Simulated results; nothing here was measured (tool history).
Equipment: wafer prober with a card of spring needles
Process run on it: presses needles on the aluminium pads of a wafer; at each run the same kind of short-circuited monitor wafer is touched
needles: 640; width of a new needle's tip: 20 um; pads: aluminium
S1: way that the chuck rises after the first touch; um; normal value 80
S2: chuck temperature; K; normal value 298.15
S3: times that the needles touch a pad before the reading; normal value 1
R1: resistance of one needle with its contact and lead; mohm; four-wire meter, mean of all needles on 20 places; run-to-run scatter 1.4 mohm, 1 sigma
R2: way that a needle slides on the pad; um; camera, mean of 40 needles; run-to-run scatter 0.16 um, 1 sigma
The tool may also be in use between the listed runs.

run     day  S1      S2  S3   R1     R2
  1   0.000  80  298.15   1  240  16.32
      0.083  -- tips cleaned on abrasive film
      0.471  -- tips cleaned on abrasive film
      0.858  -- tips cleaned on abrasive film
      1.250  -- tips cleaned on abrasive film
  2   1.371  69  298.15   1  220  13.66
      1.608  -- tips cleaned on abrasive film
      1.921  -- tips cleaned on abrasive film
      2.308  -- tips cleaned on abrasive film
      2.675  -- tips cleaned on abrasive film
  3   2.675  69  298.15   1  142  13.99
      3.067  -- tips cleaned on abrasive film
      3.454  -- tips cleaned on abrasive film
      3.846  -- tips cleaned on abrasive film
      4.158  -- tips cleaned on abrasive film
      4.546  -- tips cleaned on abrasive film
  4   4.546  80  298.15   1  130  16.00
      4.933  -- tips cleaned on abrasive film
      5.246  -- tips cleaned on abrasive film
      5.558  -- tips cleaned on abrasive film
      5.950  -- tips cleaned on abrasive film
  5   5.962  80  298.15   1  145  15.96
      6.275  -- tips cleaned on abrasive film
      6.662  -- tips cleaned on abrasive film
      7.054  -- tips cleaned on abrasive film
      7.442  -- tips cleaned on abrasive film
  6   7.700  80  298.15   1  253  15.91
      7.783  -- tips cleaned on abrasive film
      8.171  -- tips cleaned on abrasive film
      8.562  -- tips cleaned on abrasive film
      8.950  -- tips cleaned on abrasive film
      9.262  -- tips cleaned on abrasive film
      9.625  -- tips cleaned on abrasive film
  7   9.625  80  298.15   1  136  15.64
     10.012  -- tips cleaned on abrasive film
     10.404  -- tips cleaned on abrasive film
     10.792  -- tips cleaned on abrasive film
  8  11.000  80  298.15   1  248  15.63
     11.158  -- tips cleaned on abrasive film
     11.550  -- tips cleaned on abrasive film
     11.862  -- tips cleaned on abrasive film
     12.250  -- tips cleaned on abrasive film
     12.642  -- tips cleaned on abrasive film
  9  12.912  80  298.15   1  258  15.55
     12.992  -- tips cleaned on abrasive film
     13.383  -- tips cleaned on abrasive film
     13.771  -- tips cleaned on abrasive film
 10  14.071  80  298.15   1  277  15.57
     14.154  -- tips cleaned on abrasive film
     14.542  -- tips cleaned on abrasive film
     14.862  -- height of the first contact set anew
     14.946  -- tips cleaned on abrasive film
     15.258  -- tips cleaned on abrasive film
     15.646  -- tips cleaned on abrasive film
 11  15.888  80  298.15   1  252  16.57
     15.971  -- tips cleaned on abrasive film
     16.358  -- tips cleaned on abrasive film
     16.746  -- tips cleaned on abrasive film
     17.138  -- tips cleaned on abrasive film
 12  17.379  80  298.15   1  244  16.45
     17.462  -- tips cleaned on abrasive film
     17.775  -- tips cleaned on abrasive film
     18.162  -- tips cleaned on abrasive film
 13  18.312  80  298.15   1  219  16.43
     18.550  -- tips cleaned on abrasive film
     18.938  -- tips cleaned on abrasive film
     19.325  -- tips cleaned on abrasive film
     19.638  -- tips cleaned on abrasive film
 14  19.650  86  348.15   1  143  17.65
     19.962  -- tips cleaned on abrasive film
     20.275  -- tips cleaned on abrasive film
     20.662  -- tips cleaned on abrasive film
 15  20.792  68  359.15   1  261  13.65
     21.025  -- tips cleaned on abrasive film
     21.338  -- tips cleaned on abrasive film
     21.725  -- tips cleaned on abrasive film
 16  21.817  80  372.15   1  197  15.92
     22.054  -- tips cleaned on abrasive film
     22.367  -- tips cleaned on abrasive film
     22.679  -- tips cleaned on abrasive film
 17  22.692  80  310.15   1  147  16.18
     23.004  -- tips cleaned on abrasive film
     23.317  -- tips cleaned on abrasive film
     23.704  -- tips cleaned on abrasive film
     24.096  -- tips cleaned on abrasive film
     24.483  -- tips cleaned on abrasive film
 18  24.521  88  302.15   2  148  17.73
     24.833  -- tips cleaned on abrasive film
     25.225  -- tips cleaned on abrasive film
     25.612  -- tips cleaned on abrasive film
     26.004  -- tips cleaned on abrasive film
 19  26.067  77  325.15   1  193  15.16
     26.379  -- tips cleaned on abrasive film
     26.767  -- tips cleaned on abrasive film
     27.154  -- tips cleaned on abrasive film
     27.546  -- tips cleaned on abrasive film
 20  27.850  80  298.15   1  287  15.76
     27.933  -- tips cleaned on abrasive film
     28.321  -- tips cleaned on abrasive film
     28.712  -- tips cleaned on abrasive film
     29.025  -- tips cleaned on abrasive film
 21  29.054  63  307.15   2  175  12.32
     29.367  -- tips cleaned on abrasive film
     29.754  -- tips cleaned on abrasive film
     30.117  -- tips cleaned on abrasive film
 22  30.117  71  298.15   2  138  13.98
     30.504  -- tips cleaned on abrasive film
     30.896  -- tips cleaned on abrasive film
 23  31.017  70  298.15   1  265  13.39
     31.250  -- tips cleaned on abrasive film
     31.562  -- tips cleaned on abrasive film
     31.954  -- tips cleaned on abrasive film
     32.342  -- tips cleaned on abrasive film
     32.733  -- tips cleaned on abrasive film
 24  32.779  97  298.15   1  162  18.90
     33.092  -- tips cleaned on abrasive film
     33.483  -- tips cleaned on abrasive film
     33.871  -- tips cleaned on abrasive film
     34.038  -- height of the first contact set anew
     34.271  -- tips cleaned on abrasive film
     34.583  -- tips cleaned on abrasive film
 25  34.746  65  298.15   1  286  13.61

3 options for the next run, each taken on its own from the tool as it stands now. Forecast them:
     34.904  -- tips cleaned on abrasive film
     35.217  -- tips cleaned on abrasive film
     35.604  -- tips cleaned on abrasive film
     35.996  -- tips cleaned on abrasive film
  A  36.204  68  392.15   3   ?   ?
     34.904  -- tips cleaned on abrasive film
     35.217  -- tips cleaned on abrasive film
     35.604  -- tips cleaned on abrasive film
     35.996  -- tips cleaned on abrasive film
  B  36.204  86  395.15   1   ?   ?
     34.904  -- tips cleaned on abrasive film
     35.217  -- tips cleaned on abrasive film
     35.604  -- tips cleaned on abrasive film
     35.996  -- tips cleaned on abrasive film
  C  36.204  97  333.15   3   ?   ?

run   R1     R2
  A  208  14.08
  B  245  17.55
  C  162  19.92
Without the tool's hidden state the same runs would have given:
run   R1     R2
  A  143  14.20
  B  135  17.68
  C  125  20.05
